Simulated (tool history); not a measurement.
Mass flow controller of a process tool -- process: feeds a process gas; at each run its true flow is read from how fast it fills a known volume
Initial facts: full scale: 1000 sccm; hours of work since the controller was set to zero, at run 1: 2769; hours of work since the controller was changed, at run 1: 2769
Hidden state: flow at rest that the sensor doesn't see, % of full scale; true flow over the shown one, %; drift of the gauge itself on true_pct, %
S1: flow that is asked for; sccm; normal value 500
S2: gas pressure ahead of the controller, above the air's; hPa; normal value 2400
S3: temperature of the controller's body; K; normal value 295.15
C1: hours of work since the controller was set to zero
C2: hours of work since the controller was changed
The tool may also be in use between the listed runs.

{"run": 1, "hour": 0.0, "S1": 500, "S2": 2400, "S3": 295.15, "C1": 2769, "C2": 2769, "true flow (%)": 98.15}
{"run": 2, "hour": 144.1, "S1": 313, "S2": 2400, "S3": 295.15, "C1": 2836, "C2": 2836, "true flow (%)": 96.85}
{"run": 3, "hour": 294.2, "S1": 313, "S2": 2400, "S3": 295.15, "C1": 2905, "C2": 2905, "true flow (%)": 96.87}
{"run": 4, "hour": 517.0, "S1": 313, "S2": 2400, "S3": 295.15, "C1": 3009, "C2": 3009, "true flow (%)": 96.78}
{"run": 5, "hour": 624.4, "S1": 313, "S2": 2400, "S3": 295.15, "C1": 3059, "C2": 3059, "true flow (%)": 96.5}
{"run": 6, "hour": 756.5, "S1": 313, "S2": 2400, "S3": 295.15, "C1": 3120, "C2": 3120, "true flow (%)": 96.59}
{"hour": 780.6, "done": "controller's zero set anew"}
{"run": 7, "hour": 952.6, "S1": 313, "S2": 2400, "S3": 295.15, "C1": 80, "C2": 3211, "true flow (%)": 94.89}
{"run": 8, "hour": 1114.3, "S1": 925, "S2": 2400, "S3": 311.15, "C1": 155, "C2": 3286, "true flow (%)": 97.57}
{"run": 9, "hour": 1318.6, "S1": 925, "S2": 2400, "S3": 311.15, "C1": 250, "C2": 3381, "true flow (%)": 97.46}
{"run": 10, "hour": 1425.6, "S1": 618, "S2": 2240, "S3": 312.15, "C1": 300, "C2": 3431, "true flow (%)": 96.3}
{"run": 11, "hour": 1555.8, "S1": 657, "S2": 2240, "S3": 300.15, "C1": 360, "C2": 3491, "true flow (%)": 97.12}
{"run": 12, "hour": 1717.4, "S1": 657, "S2": 1530, "S3": 300.15, "C1": 435, "C2": 3566, "true flow (%)": 96.84}

Pick out some run-to-run changes in true flow (%). Of each, how much would a tool without hidden state show as well, from the settings, what came in and chance, and how much is left for the hidden state and any gauge scatter not in both results compared?
Run 7 -> 8: S1 313 -> 925, S3 295.15 -> 311.15. true flow (%) +2.68: hidden state +3.14, all else -0.46.

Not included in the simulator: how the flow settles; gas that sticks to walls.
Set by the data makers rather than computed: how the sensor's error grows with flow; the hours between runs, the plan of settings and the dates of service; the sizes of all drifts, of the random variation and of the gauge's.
